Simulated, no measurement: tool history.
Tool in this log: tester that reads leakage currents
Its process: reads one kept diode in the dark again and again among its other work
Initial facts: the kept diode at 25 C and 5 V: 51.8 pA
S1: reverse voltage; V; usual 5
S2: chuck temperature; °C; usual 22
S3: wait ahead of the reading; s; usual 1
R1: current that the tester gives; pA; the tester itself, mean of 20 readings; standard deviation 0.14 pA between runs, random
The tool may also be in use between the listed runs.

run,hour,S1,S2,S3,R1
1,0,5,22,1,42.18
2,82.8,5,22,1,42.33
3,120.7,18.56,22,1,92.57
4,179.6,5,22,1.39,42.34
5,261.9,5,22,1.39,42.25
6,299.5,5,22,1.39,42.34
# hour 367.3: chuck's temperature calibrated
7,367.3,5,22,1.39,42.25
8,418.2,5,22,1.39,42.41
9,471.5,5,22,1,42.49
10,516.5,5,22,1,42.46
11,570.4,5,22,1,42.72
12,624,5,28,1,65.25
13,701.3,5,31,1,80.44
14,744.4,5,22,1,42.44
15,787.4,5,22,1,42.37
16,856.7,5,22,1,42.5
17,940.3,5,22,1,42.31
18,987.6,3.65,24,1.23,40.7
19,1040.4,1.88,45,0.51,114.57
20,1108.2,1.34,45,9.21,94.72
21,1169,1.34,45,9.21,93.62
22,1206.5,1.34,45,9.21,93.88
23,1282.7,3.3,29,9.21,54.23
24,1340.6,3.3,29,9.21,54.04
25,1396.8,3.3,29,9.21,54.07
# hour 1442.1: probe card cleaned and baked
26,1459.1,3.3,29,9.21,54.27
27,1544,3.3,29,9.21,54.29
28,1615.3,4.29,22,4.74,38.09
29,1684.8,12.18,22,7.48,70.69
30,1726.5,12.18,22,7.48,70.41
31,1801.7,2.19,22,1.05,26.15
32,1842.6,2.19,22,1.05,26.23
33,1919.2,4.6,22,0.38,41.31

Forecast each of these 3 alternatives for the next run:
# hour 1941.5: chuck's temperature calibrated
A,2010.9,2.43,37,0.65,?
# hour 1941.5: chuck's temperature calibrated
B,2010.9,2.06,22,2.46,?
# hour 1941.5: chuck's temperature calibrated
C,2010.9,8.16,40,0.49,?

run,R1
A,79.34
B,25.03
C,197.62
The same runs, with their run-to-run variation unchanged, on a tool lacking any hidden condition would have given:
run,R1
A,79.33
B,25.02
C,197.58
